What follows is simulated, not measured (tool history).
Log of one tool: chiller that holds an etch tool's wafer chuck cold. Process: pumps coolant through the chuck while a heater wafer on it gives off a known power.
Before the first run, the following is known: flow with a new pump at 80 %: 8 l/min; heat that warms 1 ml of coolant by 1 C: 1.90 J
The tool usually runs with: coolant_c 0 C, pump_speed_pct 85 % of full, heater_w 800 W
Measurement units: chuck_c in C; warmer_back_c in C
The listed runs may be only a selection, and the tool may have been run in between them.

{"run": 1, "hour": 0.0, "coolant_c": 0, "pump_speed_pct": 85, "heater_w": 800, "chuck_c": 7.7, "warmer_back_c": 2.99}
{"run": 2, "hour": 76.2, "coolant_c": -1, "pump_speed_pct": 85, "heater_w": 800, "chuck_c": 6.8, "warmer_back_c": 3.01}
{"run": 3, "hour": 235.2, "coolant_c": 0, "pump_speed_pct": 85, "heater_w": 800, "chuck_c": 7.8, "warmer_back_c": 2.97}
{"hour": 288.9, "done": "chiller's thermometer calibrated"}
{"run": 4, "hour": 358.2, "coolant_c": 0, "pump_speed_pct": 77, "heater_w": 800, "chuck_c": 8.8, "warmer_back_c": 3.38}
{"run": 5, "hour": 472.5, "coolant_c": 0, "pump_speed_pct": 77, "heater_w": 800, "chuck_c": 8.6, "warmer_back_c": 3.31}
{"run": 6, "hour": 605.9, "coolant_c": 0, "pump_speed_pct": 77, "heater_w": 800, "chuck_c": 8.5, "warmer_back_c": 3.33}
{"run": 7, "hour": 687.7, "coolant_c": 1, "pump_speed_pct": 78, "heater_w": 1153, "chuck_c": 13.6, "warmer_back_c": 4.78}
{"run": 8, "hour": 797.5, "coolant_c": 1, "pump_speed_pct": 78, "heater_w": 1153, "chuck_c": 13.5, "warmer_back_c": 4.77}
{"run": 9, "hour": 920.3, "coolant_c": 0, "pump_speed_pct": 90, "heater_w": 800, "chuck_c": 7.9, "warmer_back_c": 2.78}
{"run": 10, "hour": 1047.3, "coolant_c": 0, "pump_speed_pct": 90, "heater_w": 800, "chuck_c": 8, "warmer_back_c": 2.8}

Forecast each of these 4 alternatives for the next run:
{"run": "A", "hour": 1169.2, "coolant_c": 0, "pump_speed_pct": 85, "heater_w": 556, "chuck_c": "?", "warmer_back_c": "?"}
{"run": "B", "hour": 1169.2, "coolant_c": -2, "pump_speed_pct": 85, "heater_w": 800, "chuck_c": "?", "warmer_back_c": "?"}
{"run": "C", "hour": 1169.2, "coolant_c": 0, "pump_speed_pct": 90, "heater_w": 553, "chuck_c": "?", "warmer_back_c": "?"}
{"run": "D", "hour": 1169.2, "coolant_c": 5, "pump_speed_pct": 86, "heater_w": 937, "chuck_c": "?", "warmer_back_c": "?"}

run=A chuck_c=5.9 warmer_back_c=2.02
run=B chuck_c=6.2 warmer_back_c=3.02
run=C chuck_c=5.5 warmer_back_c=1.95
run=D chuck_c=14.5 warmer_back_c=3.45
Without the tool's hidden state the same runs would have given:
run=A chuck_c=5.6 warmer_back_c=1.98
run=B chuck_c=5.7 warmer_back_c=2.97
run=C chuck_c=5.2 warmer_back_c=1.92
run=D chuck_c=14 warmer_back_c=3.39
